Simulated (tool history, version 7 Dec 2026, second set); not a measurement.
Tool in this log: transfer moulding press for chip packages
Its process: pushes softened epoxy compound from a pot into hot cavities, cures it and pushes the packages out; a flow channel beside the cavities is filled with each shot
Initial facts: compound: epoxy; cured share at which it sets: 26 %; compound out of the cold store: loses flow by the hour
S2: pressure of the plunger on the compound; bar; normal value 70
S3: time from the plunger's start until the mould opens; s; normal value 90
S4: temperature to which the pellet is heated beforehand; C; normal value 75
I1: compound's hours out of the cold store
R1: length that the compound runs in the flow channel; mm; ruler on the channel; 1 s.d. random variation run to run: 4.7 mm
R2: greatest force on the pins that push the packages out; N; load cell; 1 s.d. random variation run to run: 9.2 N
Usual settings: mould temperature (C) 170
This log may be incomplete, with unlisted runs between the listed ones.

{"run": 1, "hour": 0.0, "mould temperature (C)": 170, "S2": 70, "S3": 90, "S4": 75, "I1": 24.2, "R1": 651, "R2": 419}
{"hour": 21.8, "done": "cavities cleaned with cleaning compound and waxed"}
{"run": 2, "hour": 30.0, "mould temperature (C)": 170, "S2": 70, "S3": 106, "S4": 75, "I1": 44.5, "R1": 562, "R2": 350}
{"hour": 81.1, "done": "cavities cleaned with cleaning compound and waxed"}
{"run": 3, "hour": 90.9, "mould temperature (C)": 170, "S2": 70, "S3": 106, "S4": 75, "I1": 41.8, "R1": 580, "R2": 355}
{"hour": 119.5, "done": "plunger's sealing rings changed"}
{"hour": 139.5, "done": "cavities cleaned with cleaning compound and waxed"}
{"run": 4, "hour": 152.9, "mould temperature (C)": 170, "S2": 70.4, "S3": 90, "S4": 75, "I1": 20.3, "R1": 661, "R2": 428}
{"run": 5, "hour": 181.3, "mould temperature (C)": 170, "S2": 70, "S3": 90, "S4": 75, "I1": 30.1, "R1": 619, "R2": 412}
{"hour": 198.3, "done": "cavities cleaned with cleaning compound and waxed"}
{"run": 6, "hour": 227.3, "mould temperature (C)": 170, "S2": 70, "S3": 90, "S4": 75, "I1": 23.5, "R1": 649, "R2": 418}
{"hour": 256.3, "done": "cavities cleaned with cleaning compound and waxed"}
{"run": 7, "hour": 256.6, "mould temperature (C)": 170, "S2": 70, "S3": 90, "S4": 75, "I1": 11, "R1": 706, "R2": 445}
{"run": 8, "hour": 299.0, "mould temperature (C)": 170, "S2": 70, "S3": 90, "S4": 75, "I1": 20.5, "R1": 658, "R2": 429}
{"hour": 313.4, "done": "cavities cleaned with cleaning compound and waxed"}
{"run": 9, "hour": 355.7, "mould temperature (C)": 167, "S2": 70, "S3": 90, "S4": 75, "I1": 29.6, "R1": 634, "R2": 506}
{"hour": 373.8, "done": "cavities cleaned with cleaning compound and waxed"}
{"run": 10, "hour": 402.7, "mould temperature (C)": 170, "S2": 70, "S3": 90, "S4": 68, "I1": 25.9, "R1": 641, "R2": 421}
{"hour": 432.1, "done": "cavities cleaned with cleaning compound and waxed"}
{"run": 11, "hour": 439.6, "mould temperature (C)": 170, "S2": 70, "S3": 90, "S4": 68, "I1": 47, "R1": 566, "R2": 427}
{"run": 12, "hour": 473.3, "mould temperature (C)": 170, "S2": 70, "S3": 90, "S4": 68, "I1": 36.4, "R1": 595, "R2": 414}
{"hour": 488.6, "done": "cavities cleaned with cleaning compound and waxed"}
{"run": 13, "hour": 517.1, "mould temperature (C)": 170, "S2": 70, "S3": 90, "S4": 68, "I1": 26.3, "R1": 641, "R2": 428}
{"hour": 547.0, "done": "cavities cleaned with cleaning compound and waxed"}
{"run": 14, "hour": 572.8, "mould temperature (C)": 170, "S2": 70, "S3": 90, "S4": 68, "I1": 16.4, "R1": 680, "R2": 434}
{"hour": 579.9, "done": "mould's thermocouples calibrated"}
{"hour": 606.6, "done": "cavities cleaned with cleaning compound and waxed"}
{"run": 15, "hour": 615.9, "mould temperature (C)": 170, "S2": 70, "S3": 90, "S4": 68, "I1": 18.4, "R1": 673, "R2": 462}
{"run": 16, "hour": 641.1, "mould temperature (C)": 170, "S2": 81.8, "S3": 90, "S4": 75, "I1": 29.4, "R1": 667, "R2": 417}
{"hour": 648.9, "done": "plunger's sealing rings changed"}
{"hour": 664.9, "done": "cavities cleaned with cleaning compound and waxed"}
{"run": 17, "hour": 707.1, "mould temperature (C)": 167, "S2": 70, "S3": 102, "S4": 68, "I1": 36.4, "R1": 598, "R2": 401}
{"hour": 721.0, "done": "cavities cleaned with cleaning compound and waxed"}
{"run": 18, "hour": 736.5, "mould temperature (C)": 167, "S2": 70, "S3": 102, "S4": 68, "I1": 13.9, "R1": 691, "R2": 433}
{"hour": 777.5, "done": "cavities cleaned with cleaning compound and waxed"}
{"run": 19, "hour": 797.8, "mould temperature (C)": 167, "S2": 70, "S3": 102, "S4": 68, "I1": 44.8, "R1": 574, "R2": 401}
{"run": 20, "hour": 823.8, "mould temperature (C)": 170, "S2": 76.9, "S3": 90, "S4": 75, "I1": 37.9, "R1": 627, "R2": 411}
{"hour": 837.4, "done": "cavities cleaned with cleaning compound and waxed"}
{"run": 21, "hour": 873.6, "mould temperature (C)": 168, "S2": 56, "S3": 77, "S4": 71, "I1": 43.5, "R1": 511, "R2": 679}

What will run 22 give?
{"hour": 895.5, "done": "cavities cleaned with cleaning compound and waxed"}
{"run": 22, "hour": 932.2, "mould temperature (C)": 167, "S2": 56, "S3": 77, "S4": 74, "I1": 22.1, "R1": "?", "R2": "?"}

R1: 593 mm
R2: 766 N
The same run, on a tool lacking any hidden state, would have yielded R1 594 mm, R2 756 N.
